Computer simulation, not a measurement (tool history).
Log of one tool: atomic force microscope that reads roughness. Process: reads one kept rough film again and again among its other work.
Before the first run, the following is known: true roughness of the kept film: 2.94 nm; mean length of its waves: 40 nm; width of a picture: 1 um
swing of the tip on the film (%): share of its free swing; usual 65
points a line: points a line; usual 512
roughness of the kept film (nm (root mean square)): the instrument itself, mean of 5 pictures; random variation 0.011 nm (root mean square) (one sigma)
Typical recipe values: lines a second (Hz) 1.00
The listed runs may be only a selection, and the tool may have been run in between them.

| run | hour | lines a second (Hz) | swing of the tip on the film (%) | points a line | roughness of the kept film (nm (root mean square)) |
|---|---|---|---|---|---|
| 1 | 0.0 | 1.00 | 65 | 512 | 2.528 |
|  | 18.1 | new tip fitted |
| 2 | 18.9 | 1.00 | 65 | 280 | 2.634 |
| 3 | 51.6 | 1.00 | 73 | 512 | 2.506 |
| 4 | 78.9 | 1.00 | 73 | 512 | 2.437 |
|  | 85.8 | new tip fitted |
| 5 | 107.5 | 1.00 | 73 | 512 | 2.589 |
| 6 | 126.0 | 1.00 | 73 | 512 | 2.527 |
| 7 | 141.9 | 1.00 | 67 | 512 | 2.462 |
|  | 154.6 | new tip fitted |
| 8 | 165.1 | 0.63 | 67 | 512 | 2.657 |
| 9 | 192.0 | 1.00 | 65 | 471 | 2.542 |
|  | 221.9 | new tip fitted |
| 10 | 223.5 | 1.00 | 65 | 471 | 2.661 |
| 11 | 251.5 | 1.00 | 65 | 512 | 2.586 |
| 12 | 277.9 | 1.00 | 65 | 512 | 2.496 |
|  | 288.8 | new tip fitted |
| 13 | 307.6 | 1.00 | 65 | 512 | 2.603 |
| 14 | 340.2 | 1.00 | 65 | 512 | 2.492 |
|  | 355.7 | new tip fitted |
| 15 | 358.4 | 1.00 | 65 | 512 | 2.656 |
| 16 | 374.7 | 1.00 | 65 | 512 | 2.592 |
| 17 | 391.2 | 1.00 | 65 | 512 | 2.570 |
| 18 | 417.7 | 1.00 | 90 | 512 | 2.366 |
|  | 423.5 | new tip fitted |
| 19 | 451.8 | 1.00 | 65 | 512 | 2.547 |
| 20 | 471.2 | 1.00 | 65 | 512 | 2.506 |
|  | 491.3 | new tip fitted |
| 21 | 504.9 | 1.00 | 59 | 512 | 2.621 |
| 22 | 540.7 | 1.00 | 65 | 512 | 2.511 |
| 23 | 555.6 | 1.00 | 65 | 269 | 2.436 |
|  | 559.0 | new tip fitted |
| 24 | 578.2 | 1.00 | 65 | 512 | 2.609 |
| 25 | 601.5 | 1.00 | 65 | 512 | 2.529 |
|  | 628.3 | new tip fitted |
| 26 | 636.4 | 1.51 | 65 | 512 | 2.599 |
| 27 | 655.6 | 0.67 | 58 | 527 | 2.601 |
| 28 | 691.4 | 0.56 | 70 | 527 | 2.509 |
|  | 696.5 | new tip fitted |
| 29 | 709.3 | 1.18 | 58 | 512 | 2.615 |
| 30 | 728.2 | 1.18 | 58 | 512 | 2.555 |
| 31 | 750.0 | 1.18 | 58 | 512 | 2.526 |
|  | 765.8 | new tip fitted |
| 32 | 768.1 | 1.36 | 58 | 512 | 2.623 |
| 33 | 790.6 | 1.36 | 58 | 512 | 2.578 |
| 34 | 810.2 | 0.63 | 88 | 746 | 2.469 |
|  | 832.9 | new tip fitted |
| 35 | 835.5 | 0.63 | 87 | 746 | 2.600 |
|  | 839.5 | height scale calibrated on a step standard |
| 36 | 868.4 | 0.63 | 87 | 746 | 2.490 |
| 37 | 896.5 | 0.89 | 58 | 746 | 2.488 |
|  | 901.4 | new tip fitted |
|  | 932.2 | height scale calibrated on a step standard, once more |
| 38 | 933.7 | 2.89 | 82 | 746 | 2.338 |
| 39 | 949.8 | 1.36 | 61 | 705 | 2.521 |
|  | 969.7 | new tip fitted |
| 40 | 970.3 | 1.14 | 61 | 705 | 2.662 |
| 41 | 1001.5 | 0.93 | 61 | 788 | 2.615 |
| 42 | 1035.6 | 1.00 | 56 | 512 | 2.517 |
|  | 1038.1 | new tip fitted |
| 43 | 1056.9 | 3.31 | 77 | 468 | 2.361 |
| 44 | 1092.1 | 1.00 | 64 | 459 | 2.513 |
|  | 1105.9 | new tip fitted |
| 45 | 1123.5 | 1.00 | 65 | 581 | 2.636 |
| 46 | 1155.3 | 1.00 | 79 | 512 | 2.485 |
|  | 1173.5 | new tip fitted |
| 47 | 1173.5 | 1.00 | 86 | 512 | 2.577 |
| 48 | 1205.7 | 0.64 | 65 | 862 | 2.600 |
| 49 | 1228.3 | 0.64 | 63 | 862 | 2.553 |
|  | 1241.2 | new tip fitted |
| 50 | 1250.1 | 0.55 | 64 | 402 | 2.675 |

3 ways to go on from here, each from the tool as it stands after run 50. What would each give?
| A | 1277.4 | 1.00 | 84 | 512 | ? |
| B | 1277.4 | 2.33 | 67 | 350 | ? |
| C | 1277.4 | 1.00 | 65 | 654 | ? |

| run | roughness of the kept film (nm (root mean square)) |
|---|---|
| A | 2.485 |
| B | 2.483 |
| C | 2.585 |
With the hidden condition removed and each run's random variation left untouched, the same runs would have given:
| run | roughness of the kept film (nm (root mean square)) |
|---|---|
| A | 2.589 |
| B | 2.587 |
| C | 2.693 |

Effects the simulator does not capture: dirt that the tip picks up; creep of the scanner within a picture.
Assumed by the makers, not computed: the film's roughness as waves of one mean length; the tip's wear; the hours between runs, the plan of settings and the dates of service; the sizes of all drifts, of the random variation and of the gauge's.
